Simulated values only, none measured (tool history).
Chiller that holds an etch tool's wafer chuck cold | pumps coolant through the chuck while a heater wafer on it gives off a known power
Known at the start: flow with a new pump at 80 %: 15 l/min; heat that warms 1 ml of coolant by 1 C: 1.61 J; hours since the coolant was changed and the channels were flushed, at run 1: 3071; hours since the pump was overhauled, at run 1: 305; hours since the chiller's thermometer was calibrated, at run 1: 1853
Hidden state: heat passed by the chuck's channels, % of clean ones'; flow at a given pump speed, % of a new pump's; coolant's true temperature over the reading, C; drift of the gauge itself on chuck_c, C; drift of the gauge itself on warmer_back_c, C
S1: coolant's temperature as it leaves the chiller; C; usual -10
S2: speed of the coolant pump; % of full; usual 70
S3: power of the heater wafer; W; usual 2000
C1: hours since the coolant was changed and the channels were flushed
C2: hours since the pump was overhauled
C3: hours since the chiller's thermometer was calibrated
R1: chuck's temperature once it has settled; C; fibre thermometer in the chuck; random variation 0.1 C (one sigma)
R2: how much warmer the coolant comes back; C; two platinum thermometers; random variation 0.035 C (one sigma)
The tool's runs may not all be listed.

run	hour	S1	S2	S3	C1	C2	C3	R1	R2
1	0	-10	70	2000	3071	305	1853	9.4	5.7
2	56.1	-10	70	2000	3127	361	1909	9.5	5.71
3	120.3	-10	70	2000	3191	426	1974	9.4	5.76
4	198.1	-10	70	2000	3269	503	2051	9.6	5.73
5	234.8	-10	64	2000	3306	540	2088	11.4	6.24
6	283.5	-10	64	2000	3355	589	2137	11.3	6.3
7	371.8	-10	64	2000	3443	677	2225	11.5	6.29
8	422.8	-10	64	2000	3494	728	2276	11.4	6.28
9	466.6	-10	64	2000	3538	772	2320	11.7	6.25
10	543.6	-10	70	2000	3615	849	2397	9.9	5.75
11	604	-10	70	2000	3675	909	2457	9.9	5.76
12	657	-10	70	2000	3728	962	2510	9.9	5.77
13	710.8	-10	71	2000	3782	1016	2564	9.8	5.7
14	765	-10	70	2000	3836	1070	2618	10	5.73
15	815.5	-10	70	2000	3887	1121	2669	10.1	5.75
16	866.4	-10	70	2000	3938	1172	2720	10.1	5.74
17	927.8	-1	92	2000	3999	1233	2781	14.5	4.26
18	1006.7	-6	69	2000	4078	1312	2860	14.6	5.89

The next listed run, before its measurement:
# hour 1018.6: chiller's thermometer calibrated
19	1070.6	-6	69	2000	4141	1375	52	?	?

R1: 14.9 C
R2: 5.88 C
Without the tool's hidden state the same run would have given R1 12.2 C, R2 5.78 C.
